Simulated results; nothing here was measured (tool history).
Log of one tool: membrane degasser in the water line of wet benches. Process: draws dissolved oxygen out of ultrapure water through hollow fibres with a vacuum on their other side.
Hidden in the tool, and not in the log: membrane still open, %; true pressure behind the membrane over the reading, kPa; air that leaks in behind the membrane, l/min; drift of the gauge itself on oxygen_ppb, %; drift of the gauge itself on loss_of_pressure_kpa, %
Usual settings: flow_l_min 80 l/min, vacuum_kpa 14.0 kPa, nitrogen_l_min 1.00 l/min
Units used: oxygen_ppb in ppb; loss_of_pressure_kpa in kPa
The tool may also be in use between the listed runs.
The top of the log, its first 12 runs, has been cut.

run,hour,flow_l_min,vacuum_kpa,nitrogen_l_min,hours since the membrane was changed,hours since the vacuum gauge was calibrated,hours since the vacuum lines were made tight,oxygen_ppb,loss_of_pressure_kpa
13,2531.5,80,22.8,1.00,7946,656,6026,2126.2,44.90
14,2725.8,96,22.8,1.00,8140,850,6220,2364.4,54.05
15,2917.2,96,22.8,1.00,8332,1041,6411,2364.8,54.20
16,3176.7,53,22.8,1.00,8591,1301,6671,1652.4,30.04
17,3433.0,53,22.8,1.00,8847,1557,6927,1645.7,29.88
18,3642.4,53,22.8,1.00,9057,1766,7137,1643.8,30.03
19,3787.8,80,8.9,1.85,9202,1912,7282,482.4,45.55
20,4039.5,62,28.3,2.24,9454,2164,7534,1295.9,35.23
21,4249.6,85,21.8,0.41,9664,2374,7744,3236.2,47.83
22,4499.0,84,14.0,0.61,9914,2623,7993,1748.9,48.04
23,4749.2,84,8.4,1.81,10164,2873,8243,472.4,48.21
24,4901.4,125,11.6,1.81,10316,3026,8396,991.1,71.29
25,5141.8,56,32.6,1.33,10556,3266,8636,1977.5,31.96
26,5416.3,113,14.0,1.00,10831,3540,8910,1602.9,64.53
27,5603.4,81,8.9,1.42,11018,3727,9098,590.7,46.50
28,5816.3,80,10.0,0.57,11231,3940,9310,1180.4,45.83
29,6033.9,80,10.0,0.57,11448,4158,9528,1180.4,45.86
30,6214.6,80,8.6,1.00,11629,4339,9709,701.4,45.61
# hour 6423.5: vacuum gauge calibrated
31,6433.5,55,19.0,0.42,11847,10,9927,2310.9,31.52

What if the next run were any one of these 4? Each begins from the tool's condition after run 31:
A,6736.2,91,27.9,1.29,12150,313,10230,?,?
B,6736.2,80,34.4,1.00,12150,313,10230,?,?
C,6736.2,54,9.2,0.54,12150,313,10230,?,?
D,6736.2,59,28.7,0.47,12150,313,10230,?,?

run,oxygen_ppb,loss_of_pressure_kpa
A,2374.8,51.90
B,3009.0,46.25
C,855.5,31.20
D,3243.6,34.15
Take away the tool's hidden state, keep each run's random variation, and the runs would have read:
run,oxygen_ppb,loss_of_pressure_kpa
A,2374.6,49.27
B,3012.3,43.93
C,865.1,29.63
D,3269.4,32.43
